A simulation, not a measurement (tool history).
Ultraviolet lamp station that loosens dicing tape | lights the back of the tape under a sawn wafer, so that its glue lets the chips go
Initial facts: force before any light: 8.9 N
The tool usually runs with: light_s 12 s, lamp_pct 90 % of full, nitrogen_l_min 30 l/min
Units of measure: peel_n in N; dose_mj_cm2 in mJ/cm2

run 1 day=0.000 | light_s=12 lamp_pct=90 nitrogen_l_min=30 | peel_n=1.748 dose_mj_cm2=318
-- day=0.133 window cleaned of glue's vapour
run 2 day=1.942 | light_s=12 lamp_pct=90 nitrogen_l_min=30 | peel_n=1.739 dose_mj_cm2=329
-- day=2.892 lamp changed
run 3 day=3.083 | light_s=12 lamp_pct=90 nitrogen_l_min=30 | peel_n=0.802 dose_mj_cm2=505
run 4 day=4.704 | light_s=12 lamp_pct=90 nitrogen_l_min=30 | peel_n=0.830 dose_mj_cm2=496
run 5 day=6.262 | light_s=8 lamp_pct=90 nitrogen_l_min=30 | peel_n=1.641 dose_mj_cm2=325
run 6 day=7.554 | light_s=8 lamp_pct=90 nitrogen_l_min=30 | peel_n=1.750 dose_mj_cm2=327
run 7 day=9.246 | light_s=8 lamp_pct=90 nitrogen_l_min=30 | peel_n=1.720 dose_mj_cm2=327
run 8 day=10.038 | light_s=12 lamp_pct=90 nitrogen_l_min=34 | peel_n=0.849 dose_mj_cm2=481
run 9 day=10.933 | light_s=12 lamp_pct=90 nitrogen_l_min=34 | peel_n=0.862 dose_mj_cm2=480
run 10 day=12.733 | light_s=6 lamp_pct=78 nitrogen_l_min=11 | peel_n=3.956 dose_mj_cm2=206
run 11 day=13.642 | light_s=6 lamp_pct=78 nitrogen_l_min=11 | peel_n=3.913 dose_mj_cm2=204
run 12 day=14.521 | light_s=6 lamp_pct=75 nitrogen_l_min=12 | peel_n=3.942 dose_mj_cm2=194
run 13 day=16.312 | light_s=8 lamp_pct=60 nitrogen_l_min=57 | peel_n=2.667 dose_mj_cm2=208
run 14 day=17.612 | light_s=15 lamp_pct=92 nitrogen_l_min=24 | peel_n=0.672 dose_mj_cm2=586
run 15 day=18.771 | light_s=20 lamp_pct=97 nitrogen_l_min=28 | peel_n=0.342 dose_mj_cm2=809

Forecast each of these 3 alternatives for the next run:
run A day=20.712 | light_s=6 lamp_pct=90 nitrogen_l_min=16 | peel_n=? dose_mj_cm2=?
run B day=20.712 | light_s=9 lamp_pct=97 nitrogen_l_min=22 | peel_n=? dose_mj_cm2=?
run C day=20.712 | light_s=12 lamp_pct=84 nitrogen_l_min=16 | peel_n=? dose_mj_cm2=?

run=A peel_n=3.335 dose_mj_cm2=222
run=B peel_n=1.640 dose_mj_cm2=363
run=C peel_n=1.548 dose_mj_cm2=421
With the hidden condition removed and each run's random variation left untouched, the same runs would have given:
run=A peel_n=2.939 dose_mj_cm2=252
run=B peel_n=1.341 dose_mj_cm2=411
run=C peel_n=1.255 dose_mj_cm2=477

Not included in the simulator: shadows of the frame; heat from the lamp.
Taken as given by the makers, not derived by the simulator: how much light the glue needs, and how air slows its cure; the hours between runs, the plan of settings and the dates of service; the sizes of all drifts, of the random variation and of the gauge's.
